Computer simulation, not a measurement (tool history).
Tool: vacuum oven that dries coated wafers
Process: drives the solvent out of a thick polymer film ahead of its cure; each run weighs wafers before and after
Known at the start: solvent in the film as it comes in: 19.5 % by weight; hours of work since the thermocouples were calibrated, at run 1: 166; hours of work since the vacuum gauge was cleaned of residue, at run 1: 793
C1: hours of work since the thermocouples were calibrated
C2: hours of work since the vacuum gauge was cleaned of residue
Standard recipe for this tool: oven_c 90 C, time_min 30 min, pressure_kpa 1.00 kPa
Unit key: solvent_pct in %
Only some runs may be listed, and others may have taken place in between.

Run 1, day 0.000: usual settings; C1 166; C2 793. Result: solvent_pct 1.89 %.
Run 2, day 2.371: usual settings; C1 190; C2 817. Result: solvent_pct 1.85 %.
Run 3, day 6.283: usual settings; C1 229; C2 856. Result: solvent_pct 1.88 %.
Run 4, day 9.596: usual settings; C1 263; C2 890. Result: solvent_pct 1.85 %.
Run 5, day 13.767: usual settings but oven_c 104 C; C1 305; C2 932. Result: solvent_pct 0.63 %.
Run 6, day 15.675: usual settings but oven_c 104 C, pressure_kpa 2.00 kPa; C1 324; C2 951. Result: solvent_pct 1.02 %.
Run 7, day 19.783: usual settings but oven_c 98 C; C1 366; C2 993. Result: solvent_pct 0.88 %.
Run 8, day 22.954: usual settings but time_min 38 min; C1 398; C2 1025. Result: solvent_pct 1.51 %.
Run 9, day 26.033: usual settings but time_min 38 min; C1 429; C2 1056. Result: solvent_pct 1.33 %.
Run 10, day 28.100: usual settings but oven_c 102 C; C1 450; C2 1077. Result: solvent_pct 0.82 %.
Run 11, day 30.246: usual settings but oven_c 102 C; C1 472; C2 1098. Result: solvent_pct 0.63 %.
Run 12, day 32.083: usual settings but oven_c 102 C; C1 490; C2 1117. Result: solvent_pct 0.74 %.
Run 13, day 33.854: usual settings; C1 508; C2 1135. Result: solvent_pct 1.91 %.
Run 14, day 37.962: usual settings but pressure_kpa 0.68 kPa; C1 550; C2 1176. Result: solvent_pct 1.67 %.
Run 15, day 39.954: usual settings but pressure_kpa 2.13 kPa; C1 570; C2 1197. Result: solvent_pct 2.74 %.
Run 16, day 43.850: usual settings but pressure_kpa 2.13 kPa; C1 609; C2 1236. Result: solvent_pct 2.72 %.
Run 17, day 45.762: usual settings but oven_c 87 C; C1 628; C2 1255. Result: solvent_pct 2.54 %.
Run 18, day 48.475: usual settings but time_min 39 min, pressure_kpa 3.39 kPa; C1 656; C2 1283. Result: solvent_pct 2.88 %.
Run 19, day 51.238: usual settings but oven_c 81 C, time_min 48 min, pressure_kpa 0.90 kPa; C1 684; C2 1311. Result: solvent_pct 2.37 %.
Run 20, day 53.883: usual settings but oven_c 82 C, time_min 49 min; C1 711; C2 1337. Result: solvent_pct 2.20 %.
At day 54.150: oven's thermocouples calibrated.
Run 21, day 57.796: usual settings but oven_c 100 C, pressure_kpa 3.05 kPa; C1 37; C2 1376. Result: solvent_pct 1.73 %.
Run 22, day 61.667: usual settings but oven_c 101 C, time_min 48 min, pressure_kpa 3.05 kPa; C1 76; C2 1415. Result: solvent_pct 1.69 %.
Run 23, day 64.250: usual settings but oven_c 79 C, time_min 48 min, pressure_kpa 1.40 kPa; C1 102; C2 1441. Result: solvent_pct 3.19 %.
Run 24, day 67.312: usual settings but time_min 36 min, pressure_kpa 0.62 kPa; C1 133; C2 1472. Result: solvent_pct 1.29 %.
Run 25, day 69.938: usual settings but time_min 36 min, pressure_kpa 0.62 kPa; C1 160; C2 1499. Result: solvent_pct 1.35 %.
Run 26, day 71.762: usual settings but oven_c 99 C, time_min 36 min, pressure_kpa 0.62 kPa; C1 178; C2 1517. Result: solvent_pct 0.61 %.
At day 72.146: oven's thermocouples calibrated, once more.
Run 27, day 75.300: usual settings but oven_c 79 C, time_min 48 min, pressure_kpa 1.49 kPa; C1 32; C2 1552. Result: solvent_pct 3.52 %.
Run 28, day 77.629: usual settings but oven_c 92 C, time_min 19 min, pressure_kpa 0.94 kPa; C1 55; C2 1576. Result: solvent_pct 3.04 %.
Run 29, day 80.346: usual settings but time_min 32 min; C1 83; C2 1603. Result: solvent_pct 1.94 %.
Run 30, day 83.575: usual settings but time_min 32 min; C1 116; C2 1636. Result: solvent_pct 1.83 %.
Run 31, day 86.271: usual settings but oven_c 85 C, time_min 32 min, pressure_kpa 0.54 kPa; C1 143; C2 1663. Result: solvent_pct 2.60 %.
Run 32, day 89.088: usual settings but oven_c 85 C, time_min 32 min, pressure_kpa 0.54 kPa; C1 171; C2 1692. Result: solvent_pct 2.60 %.
Run 33, day 90.938: usual settings but time_min 23 min, pressure_kpa 2.57 kPa; C1 190; C2 1710. Result: solvent_pct 3.76 %.
Run 34, day 92.996: usual settings but time_min 27 min; C1 211; C2 1731. Result: solvent_pct 2.29 %.

Predict each of these 4 candidate next runs independently; none follows another, all start after run 34:
Run A, day 96.450: usual settings but time_min 24 min; C1 246; C2 1766. Result: solvent_pct ?.
Run B, day 96.450: usual settings but oven_c 81 C, pressure_kpa 0.70 kPa; C1 246; C2 1766. Result: solvent_pct ?.
Run C, day 96.450: usual settings but pressure_kpa 1.15 kPa; C1 246; C2 1766. Result: solvent_pct ?.
Run D, day 96.450: usual settings but pressure_kpa 3.84 kPa; C1 246; C2 1766. Result: solvent_pct ?.

run  solvent_pct
  A         2.71
  B         4.07
  C         1.99
  D         3.98
Without the tool's unlogged condition, the same runs would have read:
run  solvent_pct
  A         2.28
  B         3.51
  C         1.55
  D         3.54
